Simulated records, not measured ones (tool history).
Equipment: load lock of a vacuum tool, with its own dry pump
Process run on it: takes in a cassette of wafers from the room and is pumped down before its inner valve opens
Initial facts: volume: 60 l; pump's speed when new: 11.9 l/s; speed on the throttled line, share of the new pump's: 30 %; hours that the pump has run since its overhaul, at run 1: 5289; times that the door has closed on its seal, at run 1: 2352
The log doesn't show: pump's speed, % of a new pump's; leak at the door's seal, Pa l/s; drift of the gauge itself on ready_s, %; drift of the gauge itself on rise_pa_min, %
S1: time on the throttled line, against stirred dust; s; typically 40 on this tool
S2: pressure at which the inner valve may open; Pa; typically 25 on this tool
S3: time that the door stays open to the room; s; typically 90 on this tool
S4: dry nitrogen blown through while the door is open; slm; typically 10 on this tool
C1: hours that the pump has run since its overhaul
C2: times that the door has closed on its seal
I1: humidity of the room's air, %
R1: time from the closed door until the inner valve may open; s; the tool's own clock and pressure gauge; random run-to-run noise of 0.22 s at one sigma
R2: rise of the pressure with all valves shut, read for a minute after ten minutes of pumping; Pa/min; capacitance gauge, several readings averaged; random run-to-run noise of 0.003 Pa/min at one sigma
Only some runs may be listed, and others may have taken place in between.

run 1 day=0.000 | S1=40 S2=25 S3=90 S4=10 | C1=5289 C2=2352 | I1=42.9 | R1=69.2 R2=0.033
run 2 day=8.496 | S1=40 S2=25 S3=90 S4=11 | C1=5493 C2=2847 | I1=43.3 | R1=69.6 R2=0.038
run 3 day=13.854 | S1=40 S2=25 S3=90 S4=11 | C1=5621 C2=3158 | I1=48.3 | R1=70.3 R2=0.040
run 4 day=25.029 | S1=40 S2=25 S3=90 S4=11 | C1=5890 C2=3808 | I1=45.5 | R1=70.2 R2=0.035
run 5 day=33.550 | S1=40 S2=25 S3=90 S4=11 | C1=6094 C2=4304 | I1=47.0 | R1=69.8 R2=0.035
run 6 day=40.021 | S1=40 S2=25 S3=90 S4=11 | C1=6249 C2=4680 | I1=47.6 | R1=69.8 R2=0.041
run 7 day=45.488 | S1=40 S2=25 S3=90 S4=28 | C1=6381 C2=4998 | I1=49.1 | R1=69.7 R2=0.026
run 8 day=52.567 | S1=40 S2=25 S3=90 S4=28 | C1=6551 C2=5410 | I1=41.4 | R1=69.8 R2=0.030
run 9 day=62.004 | S1=40 S2=35 S3=90 S4=7 | C1=6777 C2=5959 | I1=47.5 | R1=68.8 R2=0.043
run 10 day=70.275 | S1=40 S2=37 S3=30 S4=10 | C1=6976 C2=6440 | I1=44.2 | R1=68.1 R2=0.028
run 11 day=75.904 | S1=21 S2=37 S3=140 S4=17 | C1=7111 C2=6767 | I1=43.4 | R1=54.7 R2=0.037
run 12 day=85.358 | S1=21 S2=37 S3=140 S4=17 | C1=7338 C2=7317 | I1=41.5 | R1=54.7 R2=0.033
run 13 day=96.200 | S1=79 S2=25 S3=145 S4=5 | C1=7598 C2=7948 | I1=45.4 | R1=97.3 R2=0.059
run 14 day=105.579 | S1=40 S2=25 S3=128 S4=10 | C1=7823 C2=8493 | I1=45.9 | R1=70.0 R2=0.048

Alternative continuations, all from the tool just after run 14; predict every row:
run A day=113.929 | S1=31 S2=49 S3=90 S4=10 | C1=8023 C2=8979 | I1=45.2 | R1=? R2=?
run B day=113.929 | S1=40 S2=26 S3=98 S4=14 | C1=8023 C2=8979 | I1=48.3 | R1=? R2=?
run C day=113.929 | S1=43 S2=25 S3=34 S4=19 | C1=8023 C2=8979 | I1=44.0 | R1=? R2=?

run=A R1=60.4 R2=0.042
run=B R1=69.9 R2=0.045
run=C R1=72.3 R2=0.016
What these runs would have given with no unlogged condition in the tool:
run=A R1=60.4 R2=0.042
run=B R1=69.9 R2=0.045
run=C R1=72.3 R2=0.016
